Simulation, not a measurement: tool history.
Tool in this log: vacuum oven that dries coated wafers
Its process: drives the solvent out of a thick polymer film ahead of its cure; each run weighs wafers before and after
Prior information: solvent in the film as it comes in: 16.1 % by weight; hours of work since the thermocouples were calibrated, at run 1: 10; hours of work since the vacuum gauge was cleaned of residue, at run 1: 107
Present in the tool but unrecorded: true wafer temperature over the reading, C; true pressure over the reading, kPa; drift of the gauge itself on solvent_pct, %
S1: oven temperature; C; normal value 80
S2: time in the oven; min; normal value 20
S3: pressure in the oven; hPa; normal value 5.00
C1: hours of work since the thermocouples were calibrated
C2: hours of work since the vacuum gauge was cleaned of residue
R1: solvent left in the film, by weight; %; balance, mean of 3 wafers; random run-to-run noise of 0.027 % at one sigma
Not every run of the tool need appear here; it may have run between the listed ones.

run 1 hour=0.0 | S1=80 S2=20 S3=5.00 | C1=10 C2=107 | R1=2.47
run 2 hour=18.9 | S1=80 S2=20 S3=5.00 | C1=19 C2=116 | R1=2.45
run 3 hour=41.7 | S1=80 S2=20 S3=6.69 | C1=30 C2=127 | R1=2.59
run 4 hour=55.1 | S1=80 S2=20 S3=6.69 | C1=37 C2=133 | R1=2.54
run 5 hour=69.9 | S1=80 S2=20 S3=6.69 | C1=44 C2=140 | R1=2.56
run 6 hour=94.4 | S1=80 S2=20 S3=6.69 | C1=55 C2=152 | R1=2.53
run 7 hour=116.6 | S1=80 S2=12 S3=5.00 | C1=66 C2=162 | R1=4.62
-- hour=120.1 vacuum gauge cleaned of residue and calibrated
run 8 hour=147.9 | S1=80 S2=12 S3=5.00 | C1=80 C2=13 | R1=4.61
run 9 hour=167.8 | S1=80 S2=12 S3=3.83 | C1=90 C2=23 | R1=4.59
run 10 hour=183.9 | S1=84 S2=34 S3=11.90 | C1=97 C2=31 | R1=1.25
run 11 hour=212.2 | S1=84 S2=20 S3=3.45 | C1=111 C2=44 | R1=1.71
run 12 hour=231.0 | S1=94 S2=14 S3=4.89 | C1=120 C2=53 | R1=1.54
-- hour=233.9 vacuum gauge cleaned of residue and calibrated, once more
run 13 hour=251.2 | S1=75 S2=14 S3=15.36 | C1=129 C2=8 | R1=5.68
run 14 hour=264.9 | S1=75 S2=14 S3=15.36 | C1=135 C2=15 | R1=5.64
run 15 hour=284.9 | S1=75 S2=14 S3=15.36 | C1=145 C2=24 | R1=5.74
run 16 hour=299.1 | S1=75 S2=14 S3=15.36 | C1=152 C2=31 | R1=5.74

Each run again, without the hidden state but with its own random variation kept:
run=1 R1=2.42
run=2 R1=2.40
run=3 R1=2.54
run=4 R1=2.49
run=5 R1=2.51
run=6 R1=2.48
run=7 R1=4.57
run=8 R1=4.56
run=9 R1=4.53
run=10 R1=1.19
run=11 R1=1.65
run=12 R1=1.50
run=13 R1=5.69
run=14 R1=5.66
run=15 R1=5.76
run=16 R1=5.75
